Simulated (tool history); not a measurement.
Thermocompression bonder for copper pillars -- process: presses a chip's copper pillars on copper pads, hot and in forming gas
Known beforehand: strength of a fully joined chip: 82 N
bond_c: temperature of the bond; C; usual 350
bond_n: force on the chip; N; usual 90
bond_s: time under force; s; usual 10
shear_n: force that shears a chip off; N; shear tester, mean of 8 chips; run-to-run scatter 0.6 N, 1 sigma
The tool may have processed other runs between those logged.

run	hour	bond_c	bond_n	bond_s	shear_n
1	0.0	350	90	10	29.2
2	14.6	350	102	10	29.4
3	24.7	350	76	10	25.0
4	44.3	350	76	10	25.1
5	58.2	350	76	10	24.9
6	72.6	350	59	10	20.4
7	92.6	350	59	10	20.2
8	103.8	350	59	10	20.9
# hour 115.5: forming gas filter changed
9	115.5	350	59	10	22.8
10	131.9	350	59	10	23.2
11	143.9	350	59	10	22.2
12	165.4	350	59	10	22.2
13	181.7	350	90	10	31.3
14	193.0	350	90	10	31.6
15	202.9	350	63	10	23.7
16	212.7	350	63	10	22.4
17	224.9	350	63	10	23.4
18	240.9	350	63	10	23.6
19	259.5	350	63	10	23.2
20	275.8	352	66	7	21.3
21	285.3	377	57	7	24.6
22	301.2	377	57	7	25.3
23	313.9	377	57	7	24.8
24	334.4	327	86	7	19.6
25	346.7	327	86	7	20.2
26	357.9	357	107	11	36.7

Below are 4 alternative next runs, each starting from the tool's condition after run 26. Predict each:
A	376.1	348	90	10	?
B	376.1	323	66	11	?
C	376.1	357	95	11	?
D	376.1	357	123	11	?

run	shear_n
A	28.9
B	17.1
C	34.6
D	40.0
The same runs, with their run-to-run variation unchanged, on a tool lacking any hidden condition would have given:
run	shear_n
A	31.9
B	19.0
C	37.8
D	43.7

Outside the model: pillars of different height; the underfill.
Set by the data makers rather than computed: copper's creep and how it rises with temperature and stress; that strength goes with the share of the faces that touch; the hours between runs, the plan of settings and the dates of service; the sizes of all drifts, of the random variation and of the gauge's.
